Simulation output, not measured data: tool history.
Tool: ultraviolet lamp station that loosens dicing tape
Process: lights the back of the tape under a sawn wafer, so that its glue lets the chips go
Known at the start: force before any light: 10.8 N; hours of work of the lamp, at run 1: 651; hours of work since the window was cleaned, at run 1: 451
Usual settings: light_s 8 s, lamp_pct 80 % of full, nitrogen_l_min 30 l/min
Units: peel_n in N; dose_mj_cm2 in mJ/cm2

run,hour,light_s,lamp_pct,nitrogen_l_min,hours of work of the lamp,hours of work since the window was cleaned,peel_n,dose_mj_cm2
1,0.0,8,80,30,651,451,0.547,335
2,11.9,8,80,30,659,459,0.576,333
3,32.9,8,80,30,673,474,0.579,327
4,47.6,8,64,30,683,484,0.956,259
5,68.7,8,64,30,697,498,1.004,262
6,83.8,8,64,45,707,508,0.684,258
7,102.3,8,64,45,720,521,0.716,254
8,120.2,8,80,31,732,533,0.608,322
# hour 146.3: window cleaned of glue's vapour
9,146.3,8,73,31,749,0,0.603,318
10,171.8,8,73,31,767,17,0.627,310
11,196.6,8,73,11,784,34,1.539,317
12,219.2,8,73,11,799,49,1.556,311
13,238.1,8,73,11,812,62,1.670,310
14,250.2,8,73,11,820,70,1.626,305
15,270.7,8,80,30,834,84,0.568,337
16,290.2,8,80,30,847,97,0.586,329
17,316.1,8,80,30,865,115,0.583,323
18,334.1,8,80,30,877,127,0.601,319
19,356.2,15,80,30,892,142,0.208,598
20,372.3,8,89,30,903,153,0.478,354
21,382.8,8,80,30,910,160,0.638,316
22,398.8,8,67,30,921,171,0.957,265
23,417.1,15,98,30,933,183,0.173,716
# hour 423.1: lamp changed
24,431.4,13,72,15,6,193,0.257,653
25,454.2,16,72,26,21,208,0.178,789
26,477.3,16,72,26,37,224,0.179,782
27,495.5,16,72,26,49,236,0.181,775
28,515.4,8,92,42,63,249,0.212,500
29,536.3,8,90,21,77,264,0.335,484
30,562.4,8,80,21,94,281,0.427,429
31,584.8,8,95,16,110,296,0.413,500
32,598.4,14,80,23,119,306,0.178,730
33,617.3,8,84,12,132,318,0.732,442
34,633.9,8,63,17,143,330,0.976,332
35,647.0,8,63,17,152,339,1.006,328
36,659.4,5,80,26,160,347,1.087,256
37,685.2,5,71,26,178,364,1.445,231
38,704.8,5,71,26,191,378,1.456,224
39,717.8,5,71,26,200,387,1.418,221
40,739.0,5,71,26,214,401,1.492,223
41,758.9,5,71,26,228,414,1.513,219
42,773.0,5,61,26,237,424,1.880,191
43,783.6,5,83,12,244,431,2.163,258

Hidden state or all else? Some run-to-run changes of peel_n, split into what the settings, what came in and random variation would give without the hidden state, and what is left for the hidden state (with any gauge scatter that isn't in both results):
The hidden state here: lamp's light, % of a new lamp's; light that the window lets through, % of a clean one's; drift of the gauge itself on peel_n, %; drift of the gauge itself on dose_mj_cm2, %.
Run 10 -> 11: nitrogen_l_min 31 -> 11. peel_n +0.912 N: hidden state +0.406, all else +0.506.
Run 14 -> 15: lamp_pct 73 -> 80, nitrogen_l_min 11 -> 30. peel_n -1.058 N: hidden state -0.485, all else -0.573.
Run 22 -> 23: light_s 8 -> 15, lamp_pct 67 -> 98. peel_n -0.784 N: hidden state -0.548, all else -0.236.
